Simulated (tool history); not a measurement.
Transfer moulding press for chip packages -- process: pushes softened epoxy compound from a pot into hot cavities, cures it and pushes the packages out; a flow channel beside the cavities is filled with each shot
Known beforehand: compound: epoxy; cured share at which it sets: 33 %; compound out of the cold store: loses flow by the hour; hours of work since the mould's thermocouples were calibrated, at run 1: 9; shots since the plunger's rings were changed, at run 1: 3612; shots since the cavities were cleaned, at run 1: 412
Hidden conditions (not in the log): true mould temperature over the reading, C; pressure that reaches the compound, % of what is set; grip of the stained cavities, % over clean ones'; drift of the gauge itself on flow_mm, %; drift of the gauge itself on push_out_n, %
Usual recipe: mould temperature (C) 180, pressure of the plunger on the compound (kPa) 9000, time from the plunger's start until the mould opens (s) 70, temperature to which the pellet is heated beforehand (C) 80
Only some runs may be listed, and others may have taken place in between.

run,day,mould temperature (C),pressure of the plunger on the compound (kPa),time from the plunger's start until the mould opens (s),temperature to which the pellet is heated beforehand (C),hours of work since the mould's thermocouples were calibrated,shots since the plunger's rings were changed,shots since the cavities were cleaned,incoming compound's hours out of the cold store,length that the compound runs in the flow channel (mm),greatest force on the pins that push the packages out (N)
1,0.000,180,9000,70,80,9,3612,412,37.2,691,1001
2,0.521,180,9000,70,80,18,3799,599,16.6,766,1183
3,0.967,180,7860,70,80,25,3959,759,16.1,715,1203
# day 1.217: cavities cleaned with cleaning compound and waxed
4,1.375,180,9000,70,80,31,4083,57,33.9,695,924
# day 1.846: plunger's sealing rings changed
5,2.208,180,9000,70,80,43,130,318,18.5,788,1080
6,2.629,180,10600,70,80,50,281,469,17.6,862,1143
7,3.046,180,10600,70,80,57,430,618,8.9,896,1210
# day 3.675: cavities cleaned with cleaning compound and waxed
8,3.850,180,10600,70,80,69,696,62,41.2,764,900
9,4.629,172,9000,70,80,81,976,342,32.7,747,1804
10,5.242,172,9000,70,80,91,1195,561,23.9,780,1961
# day 5.362: mould's thermocouples calibrated
11,5.908,172,9000,70,80,9,1404,770,46.8,691,1747
# day 6.125: cavities cleaned with cleaning compound and waxed
12,6.367,172,9000,70,80,15,1546,86,45.6,697,1481
13,6.983,172,9000,70,80,25,1767,307,31.4,750,1757
14,7.379,180,8930,70,80,32,1910,450,36.1,704,1066
15,8.054,180,10960,52,71,43,2152,692,43.9,749,2324
# day 8.483: cavities cleaned with cleaning compound and waxed
16,8.629,185,10960,70,71,51,2335,52,42.5,743,687
17,9.025,172,9000,70,80,58,2478,195,10.8,832,1851
# day 9.500: mould's thermocouples calibrated, once more
18,9.500,180,9000,54,74,0,2617,334,23.0,758,2092
19,10.229,180,9000,54,74,12,2879,596,23.9,746,2304
20,10.804,180,9000,54,74,21,3085,802,10.2,798,2600
# day 10.925: cavities cleaned with cleaning compound and waxed
21,11.629,180,9000,54,74,34,3359,253,19.2,758,2049
22,12.058,177,10170,57,75,41,3513,407,43.1,721,1939
23,12.462,184,9030,57,84,47,3658,552,19.5,749,1481
24,13.171,186,9000,69,81,59,3912,806,9.0,783,845
# day 13.271: cavities cleaned with cleaning compound and waxed
25,13.775,186,7760,85,79,68,4106,182,21.9,677,506
# day 14.188: plunger's sealing rings changed
26,14.312,180,10420,70,80,75,46,337,25.7,822,1034
27,14.879,180,8460,52,88,84,249,540,8.4,810,2342
28,15.608,180,7810,88,90,96,511,802,21.9,715,680

Below are 3 alternative next runs, each starting from the tool's condition after run 28. Predict each:
# day 15.721: cavities cleaned with cleaning compound and waxed
A,16.071,178,7810,88,76,103,654,126,35.0,?,?
# day 15.721: cavities cleaned with cleaning compound and waxed
B,16.071,187,7810,88,72,103,654,126,43.4,?,?
# day 15.721: cavities cleaned with cleaning compound and waxed
C,16.071,177,9400,99,90,103,654,126,14.5,?,?

run,length that the compound runs in the flow channel (mm),greatest force on the pins that push the packages out (N)
A,674,603
B,640,489
C,826,536
What these runs would have given with no unlogged condition in the tool:
run,length that the compound runs in the flow channel (mm),greatest force on the pins that push the packages out (N)
A,679,567
B,645,459
C,833,503

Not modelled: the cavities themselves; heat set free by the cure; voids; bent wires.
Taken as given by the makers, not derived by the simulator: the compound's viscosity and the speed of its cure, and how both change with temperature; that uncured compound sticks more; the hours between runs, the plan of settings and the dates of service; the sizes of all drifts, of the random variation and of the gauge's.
